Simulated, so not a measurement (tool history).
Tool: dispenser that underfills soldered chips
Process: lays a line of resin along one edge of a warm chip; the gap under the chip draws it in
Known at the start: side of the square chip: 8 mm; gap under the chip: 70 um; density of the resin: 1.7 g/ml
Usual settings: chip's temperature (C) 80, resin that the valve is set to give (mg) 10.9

| run | hour | chip's temperature (C) | resin that the valve is set to give (mg) | time until the resin shows at the far edge (s) | resin that the valve gave (mg) |
|---|---|---|---|---|---|
| 1 | 0.0 | 80 | 10.9 | 59.3 | 10.66 |
| 2 | 4.7 | 80 | 9.6 | 77.1 | 9.27 |
|  | 7.0 | new syringe of resin |
| 3 | 9.8 | 80 | 10.9 | 56.1 | 10.64 |
| 4 | 13.4 | 80 | 10.9 | 69.1 | 10.57 |
| 5 | 16.1 | 80 | 10.9 | 76.9 | 10.47 |
|  | 17.5 | new syringe of resin |
| 6 | 21.5 | 80 | 10.9 | 62.8 | 10.45 |
| 7 | 25.0 | 80 | 13.4 | 69.8 | 12.98 |
|  | 27.7 | new syringe of resin |
| 8 | 30.6 | 80 | 10.2 | 60.7 | 9.88 |
| 9 | 33.6 | 80 | 10.2 | 69.7 | 9.89 |
|  | 38.2 | new syringe of resin |
| 10 | 38.2 | 80 | 10.9 | 50.3 | 10.50 |
| 11 | 41.5 | 80 | 10.9 | 60.4 | 10.50 |
| 12 | 44.8 | 80 | 10.9 | 68.6 | 10.46 |
| 13 | 47.6 | 80 | 10.9 | 78.3 | 10.52 |
|  | 48.7 | new syringe of resin |
| 14 | 50.4 | 65 | 10.9 | 103.3 | 10.34 |
| 15 | 55.4 | 65 | 10.9 | 129.2 | 10.46 |
|  | 59.0 | new syringe of resin |
| 16 | 59.6 | 65 | 10.9 | 97.6 | 10.38 |
| 17 | 63.4 | 65 | 10.9 | 116.4 | 10.55 |
| 18 | 67.5 | 65 | 10.9 | 141.5 | 10.45 |
|  | 69.6 | new syringe of resin |
| 19 | 70.7 | 65 | 10.9 | 100.5 | 10.45 |
| 20 | 73.7 | 85 | 13.0 | 49.2 | 12.41 |
| 21 | 78.8 | 95 | 14.1 | 42.6 | 13.42 |
|  | 80.2 | new syringe of resin |
| 22 | 84.1 | 95 | 14.1 | 33.0 | 13.40 |
| 23 | 86.7 | 82 | 13.0 | 61.7 | 12.22 |
| 24 | 89.4 | 89 | 11.5 | 54.1 | 10.83 |
|  | 90.5 | new syringe of resin |
| 25 | 93.7 | 90 | 12.6 | 39.7 | 11.87 |
|  | 95.2 | dispensing valve cleaned and set on the balance |
| 26 | 99.4 | 90 | 12.6 | 49.4 | 12.43 |
|  | 101.9 | new syringe of resin |
| 27 | 105.1 | 90 | 12.6 | 39.7 | 12.39 |
| 28 | 108.6 | 90 | 12.6 | 45.5 | 12.52 |
|  | 112.2 | new syringe of resin |
| 29 | 112.2 | 86 | 13.1 | 39.5 | 13.02 |
| 30 | 114.8 | 69 | 11.6 | 90.8 | 11.56 |
| 31 | 120.0 | 75 | 10.9 | 88.7 | 10.75 |
|  | 122.6 | new syringe of resin |
| 32 | 122.6 | 75 | 10.9 | 60.7 | 10.86 |
| 33 | 125.1 | 80 | 9.9 | 58.8 | 9.69 |
| 34 | 130.6 | 77 | 9.8 | 84.8 | 9.57 |
|  | 133.0 | new syringe of resin |
| 35 | 134.2 | 77 | 9.8 | 61.5 | 9.55 |
| 36 | 137.1 | 72 | 9.9 | 86.9 | 9.80 |
| 37 | 140.1 | 79 | 14.2 | 72.2 | 13.83 |

3 ways to go on from here, each from the tool as it stands after run 37. What would each give?
|  | 143.6 | new syringe of resin |
| A | 144.2 | 80 | 14.0 | ? | ? |
|  | 143.6 | new syringe of resin |
| B | 144.2 | 76 | 12.1 | ? | ? |
|  | 143.6 | new syringe of resin |
| C | 144.2 | 79 | 10.2 | ? | ? |

| run | time until the resin shows at the far edge (s) | resin that the valve gave (mg) |
|---|---|---|
| A | 49.7 | 13.74 |
| B | 60.6 | 11.84 |
| C | 55.1 | 10.00 |
Without the tool's hidden state the same runs would have given:
| run | time until the resin shows at the far edge (s) | resin that the valve gave (mg) |
|---|---|---|
| A | 47.3 | 14.04 |
| B | 57.6 | 12.11 |
| C | 52.2 | 10.22 |

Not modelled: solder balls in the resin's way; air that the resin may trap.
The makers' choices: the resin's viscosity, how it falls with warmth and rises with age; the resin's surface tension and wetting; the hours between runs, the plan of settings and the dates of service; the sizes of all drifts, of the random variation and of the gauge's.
